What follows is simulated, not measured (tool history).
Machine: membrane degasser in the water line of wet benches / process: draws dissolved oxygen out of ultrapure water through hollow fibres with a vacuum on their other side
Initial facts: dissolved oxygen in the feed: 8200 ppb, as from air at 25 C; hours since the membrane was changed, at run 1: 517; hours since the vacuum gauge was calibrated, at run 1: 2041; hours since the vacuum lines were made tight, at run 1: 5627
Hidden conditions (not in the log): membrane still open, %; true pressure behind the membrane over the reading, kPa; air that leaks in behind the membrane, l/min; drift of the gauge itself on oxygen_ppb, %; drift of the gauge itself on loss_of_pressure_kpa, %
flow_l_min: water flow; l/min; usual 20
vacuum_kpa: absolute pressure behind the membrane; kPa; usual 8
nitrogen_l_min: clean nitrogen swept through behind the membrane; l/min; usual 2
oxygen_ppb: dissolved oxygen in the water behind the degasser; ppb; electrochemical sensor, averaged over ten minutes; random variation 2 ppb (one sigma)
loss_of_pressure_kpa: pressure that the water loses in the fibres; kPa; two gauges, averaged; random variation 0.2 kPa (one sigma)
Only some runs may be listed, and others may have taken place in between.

run    hour  flow_l_min  vacuum_kpa  nitrogen_l_min  hours since the membrane was changed  hours since the vacuum gauge was calibrated  hours since the vacuum lines were made tight  oxygen_ppb  loss_of_pressure_kpa
  1       0          20           8               2                                   517                                         2041                                          5627       199.2                  44.8
  2    27.4          20           8               2                                   544                                         2069                                          5655         196                 44.13
  3    67.5          20           8               2                                   584                                         2109                                          5695         197                  44.4
  4   109.5          20           8               2                                   626                                         2151                                          5737       199.3                 44.25
  5     137          20           8            1.38                                   654                                         2178                                          5764         243                 44.84
  6   160.8          20           8            0.95                                   677                                         2202                                          5788       310.6                 44.42
  7   190.8          20           8            0.95                                   707                                         2232                                          5818       305.5                 44.83
  8   232.6          20           8            3.15                                   749                                         2274                                          5860       160.6                 44.61
  9   271.6          20           8            3.15                                   788                                         2313                                          5899       160.6                 44.52
 10   319.1          18           8               2                                   836                                         2360                                          5946       160.7                 40.06
 11   368.5          18           8               2                                   885                                         2410                                          5996       162.9                 39.96
 12     392          18           8               2                                   909                                         2433                                          6019       162.5                 40.01
 13   415.3          20           8               2                                   932                                         2456                                          6043       197.9                 44.65
 14   440.3          20           8               2                                   957                                         2482                                          6068       202.2                 44.36
 15   462.4          20        16.9               2                                   979                                         2504                                          6090       401.9                 44.23
 16   493.3          20           8               2                                  1010                                         2534                                          6121       200.2                 44.53
 17     529          22         4.8            1.87                                  1046                                         2570                                          6156       172.7                 49.09
 18   571.7          19           8            1.13                                  1088                                         2613                                          6199         260                 42.46
 19   608.6          19           8            1.13                                  1125                                         2650                                          6236       250.4                 42.34
 20   649.6          13        4.97            2.16                                  1166                                         2691                                          6277        39.3                 29.05
 21     695          13        4.97            2.16                                  1212                                         2736                                          6322        40.4                  29.3
 22   740.4          22        4.97            1.77                                  1257                                         2782                                          6368       175.1                 48.92
 23   791.3          26        9.16            1.77                                  1308                                         2832                                          6419       411.6                 58.15
 24   840.4          22           8            3.74                                  1357                                         2882                                          6468       191.4                 49.26
 25   864.1          13           8            1.35                                  1381                                         2905                                          6491       121.4                  29.1
 26   911.2          28           8               2                                  1428                                         2952                                          6539       426.6                 62.46
 27   956.7          31        6.05             1.3                                  1473                                         2998                                          6584       501.8                 69.23
 28   987.9          31        6.05             1.3                                  1504                                         3029                                          6615         507                 69.44
 29  1023.4          13       12.87            2.39                                  1540                                         3065                                          6651         144                 29.13
 30    1074          13        5.73            5.82                                  1591                                         3115                                          6701        27.1                 29.05
 31  1101.9          13       10.43            4.38                                  1618                                         3143                                          6729        67.6                 29.21

For some of the steps in oxygen_ppb from one run to the next: how much would appear even if the tool had no hidden state, given the settings, what came in and random variation, and how much remains for the hidden state plus any gauge scatter that the measured result and the result without hidden state don't share?
Run 19 -> 20: flow_l_min 19 -> 13, vacuum_kpa 8 -> 4.97, nitrogen_l_min 1.13 -> 2.16. oxygen_ppb -211.1 ppb: hidden state -4.6, all else -206.5.
Run 22 -> 23: flow_l_min 22 -> 26, vacuum_kpa 4.97 -> 9.16. oxygen_ppb +236.5 ppb: hidden state +3.3, all else +233.2.
Run 25 -> 26: flow_l_min 13 -> 28, nitrogen_l_min 1.35 -> 2. oxygen_ppb +305.2 ppb: hidden state +7, all else +298.2.
Run 28 -> 29: flow_l_min 31 -> 13, vacuum_kpa 6.05 -> 12.87, nitrogen_l_min 1.3 -> 2.39. oxygen_ppb -363 ppb: hidden state -10.7, all else -352.3.
